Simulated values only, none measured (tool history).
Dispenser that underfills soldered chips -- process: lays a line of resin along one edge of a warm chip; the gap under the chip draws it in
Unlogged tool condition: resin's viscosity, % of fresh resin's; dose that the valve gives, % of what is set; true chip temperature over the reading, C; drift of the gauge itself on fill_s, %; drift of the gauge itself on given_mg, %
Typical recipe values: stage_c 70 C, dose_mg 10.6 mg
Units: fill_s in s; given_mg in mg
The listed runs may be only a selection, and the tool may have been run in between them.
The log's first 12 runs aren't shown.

run   hour  stage_c  dose_mg  hours of work since the syringe was changed  hours of work since the valve was cleaned  hours of work since the stage was calibrated  fill_s  given_mg
 13   37.4       61     10.6                                            6                                         88                                            32    58.5      9.71
 14   40.6       69     10.6                                            8                                         90                                            34    44.6      9.78
      43.7  -- new syringe of resin
 15   43.8       72     10.6                                            0                                         92                                            36    19.3      9.65
 16   46.2       72     10.6                                            2                                         93                                            37    21.7       9.6
 17   48.5       72     10.6                                            3                                         95                                            39      25      9.61
      53.4  -- dispensing valve cleaned and set on the balance
 18   53.9       72     10.6                                            6                                          0                                            41    30.8     10.63
 19   56.3       62     10.7                                            7                                          2                                            43    59.1     10.62
      60.6  -- new syringe of resin
 20   60.6       62     13.3                                            0                                          4                                            45    30.1      13.1
 21   63.9       59      9.9                                            2                                          6                                            47    44.8      9.76
 22   67.5       76       13                                            4                                          9                                            50    21.9     12.93
 23   70.7       71     11.5                                            6                                         11                                            52      34     11.34
 24   75.1       71     11.5                                            9                                         13                                            55    43.8     11.17
      76.4  -- new syringe of resin
 25   78.6       76     10.6                                            1                                         15                                            57    17.6     10.41
 26   81.3       67       12                                            3                                         17                                            58    30.9     11.72
 27   85.6       67       12                                            6                                         20                                            61    39.9     11.75
 28   89.5       58      9.9                                            8                                         22                                            63    83.2      9.63
      92.5  -- new syringe of resin
 29     93       58      9.9                                            0                                         24                                            65    40.7      9.69
 30     97       74     10.9                                            3                                         27                                            68    22.1     10.67
 31   99.5       74     10.9                                            4                                         28                                            69    25.2     10.57
 32  101.9       67     10.7                                            6                                         30                                            71    41.3     10.35
 33  104.4       57     11.3                                            7                                         31                                            73    78.8     10.92
 34  107.3       60     10.9                                            9                                         33                                            74    79.2      10.6
     108.4  -- new syringe of resin
 35  110.3       79     10.4                                            1                                         35                                            76    15.4     10.07
 36  113.3       79     10.4                                            3                                         37                                            78    17.6     10.05

Here are 5 independent what-if runs from the current tool condition. What would each one return?
  A   116       67     12.8                                            5                                         39                                            80       ?         ?
  B   116       66     12.7                                            5                                         39                                            80       ?         ?
  C   116       71       11                                            5                                         39                                            80       ?         ?
  D   116       64     11.3                                            5                                         39                                            80       ?         ?
  E   116       79     13.5                                            5                                         39                                            80       ?         ?

run  fill_s  given_mg
  A    36.1     12.46
  B    37.4     12.15
  C    29.7     10.66
  D    42.6     10.93
  E      19     12.91
Without the tool's unlogged condition, the same runs would have read:
run  fill_s  given_mg
  A    23.8     12.93
  B    24.5     12.61
  C    19.5     11.06
  D      28     11.34
  E    12.3      13.4

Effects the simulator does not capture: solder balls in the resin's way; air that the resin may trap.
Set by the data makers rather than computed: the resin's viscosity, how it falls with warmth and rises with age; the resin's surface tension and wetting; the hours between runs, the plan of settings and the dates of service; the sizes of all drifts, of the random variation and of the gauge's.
